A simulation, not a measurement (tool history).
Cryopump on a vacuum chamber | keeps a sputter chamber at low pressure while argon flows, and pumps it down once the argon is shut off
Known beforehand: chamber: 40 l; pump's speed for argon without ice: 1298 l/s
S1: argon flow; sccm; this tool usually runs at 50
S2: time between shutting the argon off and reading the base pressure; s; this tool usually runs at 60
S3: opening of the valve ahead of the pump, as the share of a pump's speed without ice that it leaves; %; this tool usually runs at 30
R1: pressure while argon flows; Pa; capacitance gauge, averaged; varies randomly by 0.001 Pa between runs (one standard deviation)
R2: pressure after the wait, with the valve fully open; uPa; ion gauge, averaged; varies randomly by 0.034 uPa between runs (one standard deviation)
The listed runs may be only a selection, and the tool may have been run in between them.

{"run": 1, "hour": 0.0, "S1": 50, "S2": 60, "S3": 30, "R1": 0.2199, "R2": 2.22}
{"run": 2, "hour": 13.9, "S1": 50, "S2": 60, "S3": 30, "R1": 0.2211, "R2": 2.25}
{"run": 3, "hour": 27.1, "S1": 50, "S2": 60, "S3": 30, "R1": 0.2222, "R2": 2.26}
{"run": 4, "hour": 40.8, "S1": 45, "S2": 60, "S3": 30, "R1": 0.2014, "R2": 2.38}
{"run": 5, "hour": 51.5, "S1": 45, "S2": 60, "S3": 30, "R1": 0.1987, "R2": 2.41}
{"run": 6, "hour": 61.8, "S1": 45, "S2": 60, "S3": 30, "R1": 0.1989, "R2": 2.35}
{"run": 7, "hour": 77.4, "S1": 50, "S2": 60, "S3": 30, "R1": 0.2224, "R2": 2.36}
{"run": 8, "hour": 89.0, "S1": 40, "S2": 60, "S3": 30, "R1": 0.1794, "R2": 2.35}
{"run": 9, "hour": 96.9, "S1": 40, "S2": 60, "S3": 30, "R1": 0.1795, "R2": 2.33}
{"run": 10, "hour": 103.9, "S1": 40, "S2": 60, "S3": 30, "R1": 0.1807, "R2": 2.37}
{"run": 11, "hour": 120.4, "S1": 40, "S2": 60, "S3": 30, "R1": 0.1801, "R2": 2.36}
{"run": 12, "hour": 136.4, "S1": 40, "S2": 60, "S3": 30, "R1": 0.1795, "R2": 2.4}
{"run": 13, "hour": 151.5, "S1": 52, "S2": 60, "S3": 23, "R1": 0.3027, "R2": 2.39}
{"run": 14, "hour": 160.9, "S1": 52, "S2": 60, "S3": 23, "R1": 0.3062, "R2": 2.5}
{"run": 15, "hour": 172.5, "S1": 87, "S2": 60, "S3": 51, "R1": 0.2387, "R2": 2.48}
{"run": 16, "hour": 182.3, "S1": 38, "S2": 185, "S3": 22, "R1": 0.2326, "R2": 1.39}
{"run": 17, "hour": 190.3, "S1": 22, "S2": 185, "S3": 54, "R1": 0.0571, "R2": 1.42}
{"run": 18, "hour": 198.0, "S1": 22, "S2": 185, "S3": 54, "R1": 0.0578, "R2": 1.4}
{"run": 19, "hour": 213.0, "S1": 50, "S2": 60, "S3": 40, "R1": 0.1743, "R2": 2.54}
{"run": 20, "hour": 222.3, "S1": 44, "S2": 103, "S3": 16, "R1": 0.3656, "R2": 1.89}
{"run": 21, "hour": 235.4, "S1": 44, "S2": 103, "S3": 16, "R1": 0.3699, "R2": 1.91}
{"run": 22, "hour": 245.8, "S1": 44, "S2": 103, "S3": 16, "R1": 0.3686, "R2": 1.83}
{"run": 23, "hour": 262.9, "S1": 44, "S2": 103, "S3": 16, "R1": 0.3697, "R2": 1.97}
{"run": 24, "hour": 275.1, "S1": 44, "S2": 103, "S3": 16, "R1": 0.3698, "R2": 1.94}

Consider 3 possible next runs. They are alternatives, not a sequence: every one starts from the tool as it was left by run 24. What does each give?
{"run": "A", "hour": 283.3, "S1": 28, "S2": 246, "S3": 17, "R1": "?", "R2": "?"}
{"run": "B", "hour": 283.3, "S1": 25, "S2": 270, "S3": 55, "R1": "?", "R2": "?"}
{"run": "C", "hour": 283.3, "S1": 41, "S2": 60, "S3": 18, "R1": "?", "R2": "?"}

run=A R1=0.2231 R2=1.46
run=B R1=0.0658 R2=1.40
run=C R1=0.3079 R2=2.58
What these runs would have given with no unlogged condition in the tool:
run=A R1=0.2153 R2=0.65
run=B R1=0.0589 R2=0.62
run=C R1=0.2965 R2=1.81
